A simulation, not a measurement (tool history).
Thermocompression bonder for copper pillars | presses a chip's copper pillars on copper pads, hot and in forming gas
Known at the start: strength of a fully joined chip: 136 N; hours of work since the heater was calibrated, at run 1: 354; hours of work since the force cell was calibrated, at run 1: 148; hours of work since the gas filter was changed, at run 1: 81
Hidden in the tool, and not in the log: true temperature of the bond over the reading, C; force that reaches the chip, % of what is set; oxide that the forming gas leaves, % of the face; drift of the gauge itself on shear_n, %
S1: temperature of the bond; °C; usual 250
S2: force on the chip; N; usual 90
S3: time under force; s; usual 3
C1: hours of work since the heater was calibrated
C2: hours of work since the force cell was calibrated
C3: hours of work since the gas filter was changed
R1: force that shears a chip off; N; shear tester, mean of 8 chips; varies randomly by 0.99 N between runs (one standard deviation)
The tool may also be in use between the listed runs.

run    day   S1  S2  S3   C1   C2   C3     R1
  1      0  250  90   3  354  148   81   84.6
  2  0.283  250  90   7  359  153   86  105.6
  3  0.742  250  90   7  368  162   94  101.9
  4  1.296  250  90   7  378  172  104  104.4
  5  1.783  258  90   3  387  181  113   89.8
  6  2.262  258  90   3  396  190  122   88.4
  7  2.879  258  90   3  407  201  133     91
  8  3.462  250  70   2  418  212  144     66
  9   3.75  235  77   3  423  217  149   68.9
     4.325  -- forming gas filter changed
 10  4.325  229  87   3  433  227    0   73.1
 11  4.704  229  87   4  440  234    7   77.9
 12  5.283  229  87   4  451  245   18   81.3
 13  5.825  259  90   7  461  255   28  111.6
 14  6.229  259  90   7  468  262   35  113.5

Alternative continuations, all from the tool just after run 14; predict every row:
  A  6.608  252   55   5  475  269  42   ?
  B  6.608  257   91   5  475  269  42   ?
  C  6.608  250  125   3  475  269  42   ?
  D  6.608  244   60   2  475  269  42   ?
  E  6.608  249  114   7  475  269  42   ?

run     R1
  A   85.4
  B  105.6
  C   96.8
  D   59.7
  E  114.2
Had the tool no hidden state, the same runs would have come out as:
run     R1
  A   83.2
  B    104
  C   94.9
  D   57.4
  E  113.2
